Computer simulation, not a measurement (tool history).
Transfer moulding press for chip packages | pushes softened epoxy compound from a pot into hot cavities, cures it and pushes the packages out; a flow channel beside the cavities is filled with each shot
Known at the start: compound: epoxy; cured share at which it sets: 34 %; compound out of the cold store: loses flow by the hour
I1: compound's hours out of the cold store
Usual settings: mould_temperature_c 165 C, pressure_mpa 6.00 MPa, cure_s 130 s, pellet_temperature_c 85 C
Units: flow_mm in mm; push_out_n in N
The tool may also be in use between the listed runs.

Run 1, hour 0.0: usual settings; I1 19.5. Result: flow_mm 526.0 mm, push_out_n 541 N.
Run 2, hour 8.8: usual settings; I1 8.1. Result: flow_mm 547.8 mm, push_out_n 530 N.
Run 3, hour 17.5: usual settings; I1 40.0. Result: flow_mm 488.6 mm, push_out_n 528 N.
At hour 23.0: cavities cleaned with cleaning compound and waxed.
Run 4, hour 27.4: usual settings; I1 26.2. Result: flow_mm 512.6 mm, push_out_n 359 N.
Run 5, hour 39.3: usual settings; I1 44.4. Result: flow_mm 480.4 mm, push_out_n 415 N.
Run 6, hour 51.0: usual settings; I1 43.0. Result: flow_mm 483.0 mm, push_out_n 428 N.
Run 7, hour 61.0: usual settings; I1 41.2. Result: flow_mm 484.2 mm, push_out_n 439 N.
Run 8, hour 66.4: usual settings; I1 39.7. Result: flow_mm 487.1 mm, push_out_n 449 N.
Run 9, hour 74.8: usual settings; I1 24.7. Result: flow_mm 513.2 mm, push_out_n 476 N.
Run 10, hour 86.0: usual settings; I1 42.0. Result: flow_mm 481.8 mm, push_out_n 476 N.
Run 11, hour 91.8: usual settings; I1 17.8. Result: flow_mm 524.8 mm, push_out_n 505 N.
Run 12, hour 103.0: usual settings but pellet_temperature_c 86 C; I1 25.3. Result: flow_mm 512.5 mm, push_out_n 520 N.
Run 13, hour 112.0: usual settings but pellet_temperature_c 91 C; I1 16.5. Result: flow_mm 527.2 mm, push_out_n 519 N.
Run 14, hour 116.9: usual settings but pellet_temperature_c 91 C; I1 23.6. Result: flow_mm 512.8 mm, push_out_n 509 N.
Run 15, hour 128.3: usual settings but pressure_mpa 7.36 MPa, pellet_temperature_c 76 C; I1 40.1. Result: flow_mm 538.8 mm, push_out_n 542 N.
Run 16, hour 134.3: usual settings but pellet_temperature_c 86 C; I1 30.4. Result: flow_mm 501.6 mm, push_out_n 529 N.
At hour 138.7: cavities cleaned with cleaning compound and waxed.
Run 17, hour 147.5: usual settings but cure_s 127 s, pellet_temperature_c 75 C; I1 46.2. Result: flow_mm 474.7 mm, push_out_n 400 N.
Run 18, hour 153.8: usual settings but mould_temperature_c 170 C, pressure_mpa 6.41 MPa, cure_s 119 s, pellet_temperature_c 86 C; I1 20.2. Result: flow_mm 524.8 mm, push_out_n 387 N.
Run 19, hour 161.8: usual settings but mould_temperature_c 159 C, pressure_mpa 5.53 MPa, cure_s 141 s, pellet_temperature_c 87 C; I1 29.2. Result: flow_mm 495.1 mm, push_out_n 477 N.
Run 20, hour 167.6: usual settings but mould_temperature_c 159 C, pressure_mpa 5.53 MPa, cure_s 168 s, pellet_temperature_c 87 C; I1 26.2. Result: flow_mm 501.3 mm, push_out_n 437 N.
Run 21, hour 178.7: usual settings but pressure_mpa 6.46 MPa, pellet_temperature_c 77 C; I1 39.5. Result: flow_mm 502.9 mm, push_out_n 441 N.
Run 22, hour 185.9: usual settings but pressure_mpa 5.77 MPa, cure_s 137 s; I1 29.0. Result: flow_mm 493.6 mm, push_out_n 451 N.
Run 23, hour 197.8: usual settings but cure_s 117 s, pellet_temperature_c 84 C; I1 21.6. Result: flow_mm 516.2 mm, push_out_n 504 N.
Run 24, hour 207.0: usual settings but pellet_temperature_c 78 C; I1 22.2. Result: flow_mm 513.4 mm, push_out_n 493 N.
Run 25, hour 216.6: usual settings but pellet_temperature_c 93 C; I1 10.1. Result: flow_mm 536.2 mm, push_out_n 496 N.
Run 26, hour 224.6: usual settings but cure_s 166 s; I1 13.4. Result: flow_mm 531.3 mm, push_out_n 475 N.
Run 27, hour 233.7: usual settings but cure_s 166 s; I1 29.9. Result: flow_mm 498.0 mm, push_out_n 482 N.
Run 28, hour 244.1: usual settings but mould_temperature_c 163 C, cure_s 166 s, pellet_temperature_c 93 C; I1 11.4. Result: flow_mm 536.8 mm, push_out_n 497 N.

The same runs without the tool's hidden state, with the same run-to-run variation:
The hidden state here: true mould temperature over the reading, C; pressure that reaches the compound, % of what is set; grip of the stained cavities, % over clean ones'; drift of the gauge itself on flow_mm, %; drift of the gauge itself on push_out_n, %.
run  flow_mm  push_out_n
  1    540.2         376
  2    562.9         364
  3    502.3         357
  4    527.3         346
  5    494.4         368
  6    497.4         356
  7    499.0         351
  8    502.1         352
  9    529.3         362
 10    497.2         348
 11    541.8         367
 12    529.4         368
 13    544.8         361
 14    530.2         350
 15    557.3         369
 16    519.1         356
 17    491.6         368
 18    543.6         341
 19    513.3         410
 20    519.9         360
 21    521.7         349
 22    512.3         347
 23    536.2         380
 24    533.5         360
 25    557.5         354
 26    552.6         330
 27    518.2         328
 28    559.0         335

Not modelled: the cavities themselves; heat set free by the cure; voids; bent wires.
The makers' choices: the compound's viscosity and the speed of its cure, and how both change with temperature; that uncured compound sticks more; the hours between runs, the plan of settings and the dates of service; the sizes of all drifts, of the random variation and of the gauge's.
